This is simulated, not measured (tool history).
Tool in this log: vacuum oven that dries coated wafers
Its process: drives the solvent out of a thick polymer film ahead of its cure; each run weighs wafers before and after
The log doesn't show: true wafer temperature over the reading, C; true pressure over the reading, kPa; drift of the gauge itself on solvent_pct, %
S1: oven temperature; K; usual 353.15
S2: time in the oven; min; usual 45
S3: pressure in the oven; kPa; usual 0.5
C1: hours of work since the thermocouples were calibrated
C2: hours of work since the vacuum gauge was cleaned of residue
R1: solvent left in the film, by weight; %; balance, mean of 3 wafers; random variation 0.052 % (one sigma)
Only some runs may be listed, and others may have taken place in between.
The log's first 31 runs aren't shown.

run	hour	S1	S2	S3	C1	C2	R1
32	461.1	361.15	27	0.903	1566	812	3.43
33	473.4	343.15	35	0.903	1575	821	6.29
34	481.8	351.15	60	0.5	1580	826	2.36
35	491.2	353.15	53	0.5	1586	832	2.32
36	506.7	340.15	53	1.659	1597	843	6.74
37	526.4	348.15	45	0.301	1610	856	3.68
38	540	351.15	74	0.301	1619	865	1.51
39	556.1	351.15	74	0.301	1630	876	1.52

4 ways to go on from here, each from the tool as it stands after run 39. What would each give?
A	572.3	354.15	45	0.441	1641	887	?
B	572.3	366.15	43	1.908	1641	887	?
C	572.3	364.15	80	1.472	1641	887	?
D	572.3	344.15	68	0.282	1641	887	?

run	R1
A	2.61
B	2.24
C	1.41
D	2.9
Without the tool's unlogged condition, the same runs would have read:
run	R1
A	2.61
B	2.24
C	1.41
D	2.9
